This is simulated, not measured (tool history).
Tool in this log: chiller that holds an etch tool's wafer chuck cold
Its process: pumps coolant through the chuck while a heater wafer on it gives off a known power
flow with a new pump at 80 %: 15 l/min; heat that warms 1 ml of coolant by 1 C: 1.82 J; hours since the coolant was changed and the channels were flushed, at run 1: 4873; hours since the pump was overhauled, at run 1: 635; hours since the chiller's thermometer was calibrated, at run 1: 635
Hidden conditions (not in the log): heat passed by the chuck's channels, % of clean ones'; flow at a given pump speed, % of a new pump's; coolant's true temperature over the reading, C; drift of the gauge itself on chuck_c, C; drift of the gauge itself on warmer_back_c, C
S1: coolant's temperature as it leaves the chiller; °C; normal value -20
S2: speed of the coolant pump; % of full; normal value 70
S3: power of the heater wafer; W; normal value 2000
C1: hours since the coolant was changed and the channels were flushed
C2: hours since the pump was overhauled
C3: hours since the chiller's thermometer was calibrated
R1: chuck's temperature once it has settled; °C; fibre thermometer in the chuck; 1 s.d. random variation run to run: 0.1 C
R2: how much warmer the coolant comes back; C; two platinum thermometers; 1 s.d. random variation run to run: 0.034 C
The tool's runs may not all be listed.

{"run": 1, "day": 0.0, "S1": -20, "S2": 70, "S3": 2000, "C1": 4873, "C2": 635, "C3": 635, "R1": -4.4, "R2": 5.12}
{"run": 2, "day": 1.979, "S1": -20, "S2": 70, "S3": 2000, "C1": 4920, "C2": 683, "C3": 683, "R1": -4.6, "R2": 5.17}
{"run": 3, "day": 4.858, "S1": -20, "S2": 70, "S3": 2000, "C1": 4989, "C2": 752, "C3": 752, "R1": -4.4, "R2": 5.19}
{"run": 4, "day": 7.433, "S1": -20, "S2": 70, "S3": 2000, "C1": 5051, "C2": 814, "C3": 814, "R1": -4.5, "R2": 5.19}
{"run": 5, "day": 8.958, "S1": -20, "S2": 70, "S3": 2000, "C1": 5088, "C2": 850, "C3": 850, "R1": -4.4, "R2": 5.17}
{"run": 6, "day": 10.7, "S1": -20, "S2": 70, "S3": 2000, "C1": 5130, "C2": 892, "C3": 892, "R1": -4.5, "R2": 5.16}
{"run": 7, "day": 12.733, "S1": -20, "S2": 70, "S3": 2000, "C1": 5178, "C2": 941, "C3": 941, "R1": -4.4, "R2": 5.16}
{"run": 8, "day": 15.088, "S1": -20, "S2": 78, "S3": 2000, "C1": 5235, "C2": 997, "C3": 997, "R1": -5.7, "R2": 4.61}
{"run": 9, "day": 17.912, "S1": -20, "S2": 75, "S3": 2000, "C1": 5303, "C2": 1065, "C3": 1065, "R1": -5.1, "R2": 4.81}
{"run": 10, "day": 20.204, "S1": -20, "S2": 75, "S3": 2000, "C1": 5358, "C2": 1120, "C3": 1120, "R1": -5.1, "R2": 4.89}
{"run": 11, "day": 22.975, "S1": -20, "S2": 75, "S3": 2000, "C1": 5424, "C2": 1187, "C3": 1187, "R1": -5.1, "R2": 4.74}
{"run": 12, "day": 24.279, "S1": -20, "S2": 75, "S3": 2000, "C1": 5456, "C2": 1218, "C3": 1218, "R1": -5, "R2": 4.77}
{"run": 13, "day": 25.75, "S1": -20, "S2": 75, "S3": 1926, "C1": 5491, "C2": 1253, "C3": 1253, "R1": -5.7, "R2": 4.65}
{"run": 14, "day": 28.162, "S1": -22, "S2": 70, "S3": 2000, "C1": 5549, "C2": 1311, "C3": 1311, "R1": -6.1, "R2": 5.23}
{"run": 15, "day": 30.004, "S1": -20, "S2": 70, "S3": 2000, "C1": 5593, "C2": 1355, "C3": 1355, "R1": -4.3, "R2": 5.22}
{"run": 16, "day": 31.262, "S1": -20, "S2": 70, "S3": 2000, "C1": 5623, "C2": 1386, "C3": 1386, "R1": -4.1, "R2": 5.23}
{"run": 17, "day": 32.65, "S1": -20, "S2": 91, "S3": 1370, "C1": 5656, "C2": 1419, "C3": 1419, "R1": -11.2, "R2": 2.74}
{"run": 18, "day": 35.579, "S1": -20, "S2": 91, "S3": 1370, "C1": 5727, "C2": 1489, "C3": 1489, "R1": -11.1, "R2": 2.72}
{"run": 19, "day": 38.112, "S1": -20, "S2": 64, "S3": 2324, "C1": 5788, "C2": 1550, "C3": 1550, "R1": -0.1, "R2": 6.65}
{"run": 20, "day": 39.354, "S1": -28, "S2": 74, "S3": 1994, "C1": 5817, "C2": 1580, "C3": 1580, "R1": -12.8, "R2": 4.9}
{"run": 21, "day": 42.279, "S1": -28, "S2": 74, "S3": 1994, "C1": 5888, "C2": 1650, "C3": 1650, "R1": -12.7, "R2": 4.93}
{"run": 22, "day": 44.667, "S1": -28, "S2": 97, "S3": 1880, "C1": 5945, "C2": 1707, "C3": 1707, "R1": -16.3, "R2": 3.47}
{"run": 23, "day": 47.508, "S1": -17, "S2": 64, "S3": 1880, "C1": 6013, "C2": 1775, "C3": 1775, "R1": -0.6, "R2": 5.34}
{"run": 24, "day": 49.225, "S1": -17, "S2": 89, "S3": 2381, "C1": 6054, "C2": 1817, "C3": 1817, "R1": -1.1, "R2": 4.89}
{"run": 25, "day": 50.696, "S1": -27, "S2": 70, "S3": 2000, "C1": 6090, "C2": 1852, "C3": 1852, "R1": -11, "R2": 5.26}
{"run": 26, "day": 52.812, "S1": -11, "S2": 70, "S3": 1884, "C1": 6140, "C2": 1903, "C3": 1903, "R1": 4, "R2": 4.96}
{"run": 27, "day": 54.558, "S1": -19, "S2": 88, "S3": 1934, "C1": 6182, "C2": 1945, "C3": 1945, "R1": -6, "R2": 3.99}
{"run": 28, "day": 57.571, "S1": -12, "S2": 68, "S3": 2000, "C1": 6255, "C2": 2017, "C3": 2017, "R1": 4.3, "R2": 5.39}
{"run": 29, "day": 60.2, "S1": -12, "S2": 68, "S3": 2000, "C1": 6318, "C2": 2080, "C3": 2080, "R1": 4.6, "R2": 5.42}
{"run": 30, "day": 62.783, "S1": -12, "S2": 68, "S3": 2000, "C1": 6380, "C2": 2142, "C3": 2142, "R1": 4.5, "R2": 5.41}
{"run": 31, "day": 65.496, "S1": -12, "S2": 68, "S3": 2000, "C1": 6445, "C2": 2207, "C3": 2207, "R1": 4.6, "R2": 5.34}

Alternative continuations, all from the tool just after run 31; predict every row:
{"run": "A", "day": 67.079, "S1": -20, "S2": 97, "S3": 2991, "C1": 6483, "C2": 2245, "C3": 2245, "R1": "?", "R2": "?"}
{"run": "B", "day": 67.079, "S1": -27, "S2": 68, "S3": 2000, "C1": 6483, "C2": 2245, "C3": 2245, "R1": "?", "R2": "?"}
{"run": "C", "day": 67.079, "S1": -16, "S2": 66, "S3": 1382, "C1": 6483, "C2": 2245, "C3": 2245, "R1": "?", "R2": "?"}
{"run": "D", "day": 67.079, "S1": -12, "S2": 60, "S3": 1572, "C1": 6483, "C2": 2245, "C3": 2245, "R1": "?", "R2": "?"}
{"run": "E", "day": 67.079, "S1": -16, "S2": 62, "S3": 2321, "C1": 6483, "C2": 2245, "C3": 2245, "R1": "?", "R2": "?"}

run=A R1=-1 R2=5.56
run=B R1=-10.5 R2=5.46
run=C R1=-4.3 R2=3.9
run=D R1=2.4 R2=4.83
run=E R1=4.6 R2=6.93
The same runs, with their run-to-run variation unchanged, on a tool lacking any hidden condition would have given:
run=A R1=-4.1 R2=5.37
run=B R1=-13.1 R2=5.28
run=C R1=-6.1 R2=3.77
run=D R1=0.1 R2=4.67
run=E R1=1.3 R2=6.7

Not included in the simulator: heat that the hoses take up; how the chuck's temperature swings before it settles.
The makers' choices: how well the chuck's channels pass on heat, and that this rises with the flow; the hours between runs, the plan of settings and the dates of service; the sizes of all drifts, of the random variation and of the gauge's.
